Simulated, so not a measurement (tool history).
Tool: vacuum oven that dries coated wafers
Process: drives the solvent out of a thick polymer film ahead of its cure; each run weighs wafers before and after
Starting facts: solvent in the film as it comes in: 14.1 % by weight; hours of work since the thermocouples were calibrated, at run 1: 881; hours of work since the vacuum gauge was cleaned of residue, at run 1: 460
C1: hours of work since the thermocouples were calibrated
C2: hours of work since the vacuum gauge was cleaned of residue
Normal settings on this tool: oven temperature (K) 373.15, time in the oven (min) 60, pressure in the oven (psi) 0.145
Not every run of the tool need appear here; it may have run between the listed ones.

{"run": 1, "hour": 0.0, "oven temperature (K)": 373.15, "time in the oven (min)": 60, "pressure in the oven (psi)": 0.145, "C1": 881, "C2": 460, "solvent left in the film (%)": 0.949}
{"run": 2, "hour": 28.7, "oven temperature (K)": 373.15, "time in the oven (min)": 60, "pressure in the oven (psi)": 0.145, "C1": 900, "C2": 479, "solvent left in the film (%)": 0.919}
{"run": 3, "hour": 56.3, "oven temperature (K)": 373.15, "time in the oven (min)": 60, "pressure in the oven (psi)": 0.145, "C1": 917, "C2": 497, "solvent left in the film (%)": 0.924}
{"run": 4, "hour": 83.6, "oven temperature (K)": 373.15, "time in the oven (min)": 60, "pressure in the oven (psi)": 0.145, "C1": 935, "C2": 514, "solvent left in the film (%)": 0.917}
{"run": 5, "hour": 115.9, "oven temperature (K)": 373.15, "time in the oven (min)": 66, "pressure in the oven (psi)": 0.145, "C1": 956, "C2": 535, "solvent left in the film (%)": 0.825}
{"run": 6, "hour": 141.3, "oven temperature (K)": 363.15, "time in the oven (min)": 66, "pressure in the oven (psi)": 0.145, "C1": 972, "C2": 552, "solvent left in the film (%)": 2.049}
{"run": 7, "hour": 172.9, "oven temperature (K)": 363.15, "time in the oven (min)": 66, "pressure in the oven (psi)": 0.145, "C1": 993, "C2": 572, "solvent left in the film (%)": 2.031}
{"run": 8, "hour": 189.8, "oven temperature (K)": 363.15, "time in the oven (min)": 66, "pressure in the oven (psi)": 0.145, "C1": 1004, "C2": 583, "solvent left in the film (%)": 2.043}
{"run": 9, "hour": 207.3, "oven temperature (K)": 363.15, "time in the oven (min)": 66, "pressure in the oven (psi)": 0.145, "C1": 1015, "C2": 594, "solvent left in the film (%)": 2.025}
{"run": 10, "hour": 222.4, "oven temperature (K)": 363.15, "time in the oven (min)": 66, "pressure in the oven (psi)": 0.381, "C1": 1025, "C2": 604, "solvent left in the film (%)": 3.022}
{"run": 11, "hour": 251.5, "oven temperature (K)": 373.15, "time in the oven (min)": 60, "pressure in the oven (psi)": 0.145, "C1": 1044, "C2": 623, "solvent left in the film (%)": 0.913}
{"run": 12, "hour": 282.9, "oven temperature (K)": 373.15, "time in the oven (min)": 60, "pressure in the oven (psi)": 0.145, "C1": 1064, "C2": 643, "solvent left in the film (%)": 0.938}
{"run": 13, "hour": 319.3, "oven temperature (K)": 373.15, "time in the oven (min)": 60, "pressure in the oven (psi)": 0.145, "C1": 1087, "C2": 667, "solvent left in the film (%)": 0.933}
{"hour": 334.1, "done": "oven's thermocouples calibrated"}
{"run": 14, "hour": 345.6, "oven temperature (K)": 373.15, "time in the oven (min)": 60, "pressure in the oven (psi)": 0.145, "C1": 7, "C2": 682, "solvent left in the film (%)": 1.11}
{"run": 15, "hour": 366.7, "oven temperature (K)": 373.15, "time in the oven (min)": 60, "pressure in the oven (psi)": 0.116, "C1": 21, "C2": 696, "solvent left in the film (%)": 1.038}
{"run": 16, "hour": 390.7, "oven temperature (K)": 373.15, "time in the oven (min)": 60, "pressure in the oven (psi)": 0.116, "C1": 37, "C2": 711, "solvent left in the film (%)": 1.018}
{"run": 17, "hour": 425.2, "oven temperature (K)": 378.15, "time in the oven (min)": 60, "pressure in the oven (psi)": 0.461, "C1": 59, "C2": 734, "solvent left in the film (%)": 1.605}
{"run": 18, "hour": 450.0, "oven temperature (K)": 387.15, "time in the oven (min)": 74, "pressure in the oven (psi)": 0.58, "C1": 75, "C2": 750, "solvent left in the film (%)": 1.267}
{"run": 19, "hour": 479.1, "oven temperature (K)": 376.15, "time in the oven (min)": 35, "pressure in the oven (psi)": 0.086, "C1": 94, "C2": 769, "solvent left in the film (%)": 1.75}
{"run": 20, "hour": 509.7, "oven temperature (K)": 376.15, "time in the oven (min)": 35, "pressure in the oven (psi)": 0.086, "C1": 114, "C2": 788, "solvent left in the film (%)": 1.745}
{"run": 21, "hour": 545.6, "oven temperature (K)": 368.15, "time in the oven (min)": 57, "pressure in the oven (psi)": 0.074, "C1": 137, "C2": 812, "solvent left in the film (%)": 1.642}

The next listed run, before its measurement:
{"run": 22, "hour": 569.5, "oven temperature (K)": 368.15, "time in the oven (min)": 57, "pressure in the oven (psi)": 0.074, "C1": 152, "C2": 827, "solvent left in the film (%)": "?"}

Run 22 measured solvent left in the film (%) 1.643.
With no hidden state in the tool, this same run would have given solvent left in the film (%) 1.591.
